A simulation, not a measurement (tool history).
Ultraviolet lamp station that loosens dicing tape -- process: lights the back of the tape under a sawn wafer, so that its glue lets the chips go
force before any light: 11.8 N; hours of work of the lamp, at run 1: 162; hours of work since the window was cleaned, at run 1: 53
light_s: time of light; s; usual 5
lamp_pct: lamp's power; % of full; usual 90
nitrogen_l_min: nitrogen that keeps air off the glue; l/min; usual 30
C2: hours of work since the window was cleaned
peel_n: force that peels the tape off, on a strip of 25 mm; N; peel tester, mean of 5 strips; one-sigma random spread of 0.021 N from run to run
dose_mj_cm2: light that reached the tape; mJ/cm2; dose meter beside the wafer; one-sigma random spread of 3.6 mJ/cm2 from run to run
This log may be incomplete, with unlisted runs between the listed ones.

Run 1, hour 0: usual settings; hours of work of the lamp 162; C2 53. Result: peel_n 1.02 N, dose_mj_cm2 600 mJ/cm2.
Run 2, hour 39.3: usual settings; hours of work of the lamp 184; C2 75. Result: peel_n 1.037 N, dose_mj_cm2 603 mJ/cm2.
Run 3, hour 66.1: usual settings but lamp_pct 93 % of full; hours of work of the lamp 200; C2 91. Result: peel_n 0.969 N, dose_mj_cm2 619 mJ/cm2.
Run 4, hour 90.1: usual settings but lamp_pct 93 % of full; hours of work of the lamp 214; C2 105. Result: peel_n 0.953 N, dose_mj_cm2 610 mJ/cm2.
Run 5, hour 128.2: usual settings but nitrogen_l_min 31 l/min; hours of work of the lamp 235; C2 126. Result: peel_n 0.998 N, dose_mj_cm2 595 mJ/cm2.
Run 6, hour 178.6: usual settings but light_s 2 s; hours of work of the lamp 264; C2 155. Result: peel_n 4.439 N, dose_mj_cm2 237 mJ/cm2.
Run 7, hour 214.9: usual settings; hours of work of the lamp 285; C2 176. Result: peel_n 1.028 N, dose_mj_cm2 601 mJ/cm2.
Run 8, hour 250.1: usual settings; hours of work of the lamp 306; C2 197. Result: peel_n 1.033 N, dose_mj_cm2 596 mJ/cm2.
Run 9, hour 297.5: usual settings; hours of work of the lamp 333; C2 224. Result: peel_n 1.035 N, dose_mj_cm2 596 mJ/cm2.
Run 10, hour 319.5: usual settings; hours of work of the lamp 346; C2 237. Result: peel_n 1.053 N, dose_mj_cm2 603 mJ/cm2.
Run 11, hour 356.9: usual settings; hours of work of the lamp 367; C2 258. Result: peel_n 1.022 N, dose_mj_cm2 602 mJ/cm2.
Run 12, hour 399.6: usual settings; hours of work of the lamp 392; C2 283. Result: peel_n 1.045 N, dose_mj_cm2 598 mJ/cm2.
Run 13, hour 426.6: usual settings but light_s 6 s, lamp_pct 67 % of full; hours of work of the lamp 407; C2 298. Result: peel_n 1.309 N, dose_mj_cm2 534 mJ/cm2.
At hour 444: window cleaned of glue's vapour.
Run 14, hour 479.9: usual settings but light_s 7 s, lamp_pct 67 % of full, nitrogen_l_min 25 l/min; hours of work of the lamp 438; C2 21. Result: peel_n 1.057 N, dose_mj_cm2 621 mJ/cm2.
Run 15, hour 527.5: usual settings but light_s 6 s, lamp_pct 72 % of full, nitrogen_l_min 56 l/min; hours of work of the lamp 465; C2 48. Result: peel_n 0.672 N, dose_mj_cm2 575 mJ/cm2.
Run 16, hour 565.7: usual settings but light_s 6 s, lamp_pct 97 % of full, nitrogen_l_min 19 l/min; hours of work of the lamp 487; C2 70. Result: peel_n 0.892 N, dose_mj_cm2 770 mJ/cm2.
Run 17, hour 589.6: usual settings but light_s 6 s, nitrogen_l_min 32 l/min; hours of work of the lamp 501; C2 84. Result: peel_n 0.607 N, dose_mj_cm2 720 mJ/cm2.
Run 18, hour 616.4: usual settings but light_s 6 s, nitrogen_l_min 32 l/min; hours of work of the lamp 516; C2 99. Result: peel_n 0.601 N, dose_mj_cm2 719 mJ/cm2.
Run 19, hour 643.3: usual settings but light_s 3 s, lamp_pct 80 % of full, nitrogen_l_min 32 l/min; hours of work of the lamp 532; C2 115. Result: peel_n 3.046 N, dose_mj_cm2 318 mJ/cm2.
Run 20, hour 692.4: usual settings but lamp_pct 68 % of full; hours of work of the lamp 560; C2 143. Result: peel_n 1.861 N, dose_mj_cm2 454 mJ/cm2.
Run 21, hour 743.7: usual settings but light_s 4 s, lamp_pct 72 % of full, nitrogen_l_min 46 l/min; hours of work of the lamp 590; C2 173. Result: peel_n 1.885 N, dose_mj_cm2 381 mJ/cm2.
Run 22, hour 779.1: usual settings but light_s 4 s, lamp_pct 72 % of full, nitrogen_l_min 46 l/min; hours of work of the lamp 610; C2 193. Result: peel_n 1.876 N, dose_mj_cm2 384 mJ/cm2.
Run 23, hour 823.9: usual settings but light_s 7 s, nitrogen_l_min 11 l/min; hours of work of the lamp 636; C2 219. Result: peel_n 1.225 N, dose_mj_cm2 840 mJ/cm2.
Run 24, hour 864.5: usual settings but light_s 6 s, lamp_pct 66 % of full, nitrogen_l_min 11 l/min; hours of work of the lamp 659; C2 242. Result: peel_n 2.716 N, dose_mj_cm2 522 mJ/cm2.

What if the next run were any one of these 5? Each begins from the tool's condition after run 24:
Run A, hour 897.7: usual settings but light_s 3 s, lamp_pct 66 % of full, nitrogen_l_min 27 l/min; hours of work of the lamp 678; C2 261. Result: peel_n ?, dose_mj_cm2 ?.
Run B, hour 897.7: usual settings but light_s 9 s, lamp_pct 66 % of full; hours of work of the lamp 678; C2 261. Result: peel_n ?, dose_mj_cm2 ?.
Run C, hour 897.7: usual settings but lamp_pct 75 % of full, nitrogen_l_min 12 l/min; hours of work of the lamp 678; C2 261. Result: peel_n ?, dose_mj_cm2 ?.
Run D, hour 897.7: usual settings but light_s 3 s, lamp_pct 72 % of full, nitrogen_l_min 9 l/min; hours of work of the lamp 678; C2 261. Result: peel_n ?, dose_mj_cm2 ?.
Run E, hour 897.7: usual settings but light_s 2 s, nitrogen_l_min 15 l/min; hours of work of the lamp 678; C2 261. Result: peel_n ?, dose_mj_cm2 ?.

run  peel_n  dose_mj_cm2
  A   4.133          260
  B   0.524          791
  C   2.848          501
  D   5.789          287
  E   5.655          237
Without the tool's unlogged condition, the same runs would have read:
run  peel_n  dose_mj_cm2
  A   4.124          261
  B   0.521          792
  C    2.84          502
  D    5.78          288
  E   5.646          238
